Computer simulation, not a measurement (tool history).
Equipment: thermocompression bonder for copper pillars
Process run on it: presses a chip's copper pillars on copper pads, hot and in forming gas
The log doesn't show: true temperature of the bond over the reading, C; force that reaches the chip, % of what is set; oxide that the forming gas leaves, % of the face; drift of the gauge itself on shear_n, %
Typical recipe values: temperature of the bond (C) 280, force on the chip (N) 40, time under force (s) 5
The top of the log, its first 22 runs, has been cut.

| run | hour | temperature of the bond (C) | force on the chip (N) | time under force (s) | hours of work since the heater was calibrated | hours of work since the force cell was calibrated | hours of work since the gas filter was changed | force that shears a chip off (N) |
|---|---|---|---|---|---|---|---|---|
| 23 | 255.0 | 303 | 26 | 7 | 235 | 786 | 389 | 63.0 |
| 24 | 267.1 | 280 | 34 | 3 | 242 | 794 | 396 | 37.8 |
| 25 | 276.3 | 257 | 40 | 13 | 247 | 799 | 401 | 50.9 |
| 26 | 287.4 | 257 | 40 | 13 | 254 | 806 | 408 | 49.6 |
| 27 | 295.8 | 261 | 29 | 3 | 259 | 811 | 413 | 23.1 |
| 28 | 303.7 | 261 | 29 | 3 | 264 | 816 | 418 | 23.3 |
| 29 | 316.8 | 292 | 39 | 15 | 272 | 824 | 426 | 83.6 |
|  | 322.2 | forming gas filter changed |
| 30 | 324.5 | 292 | 39 | 15 | 276 | 828 | 1 | 95.4 |
| 31 | 333.1 | 285 | 39 | 5 | 282 | 833 | 7 | 61.7 |

Estimate the outcome of run 32 from the log above:
| 32 | 343.1 | 280 | 48 | 5 | 288 | 839 | 13 | ? |

For run 32 the tool returned force that shears a chip off (N) 64.9.
With no hidden state in the tool, this same run would have given force that shears a chip off (N) 69.4.

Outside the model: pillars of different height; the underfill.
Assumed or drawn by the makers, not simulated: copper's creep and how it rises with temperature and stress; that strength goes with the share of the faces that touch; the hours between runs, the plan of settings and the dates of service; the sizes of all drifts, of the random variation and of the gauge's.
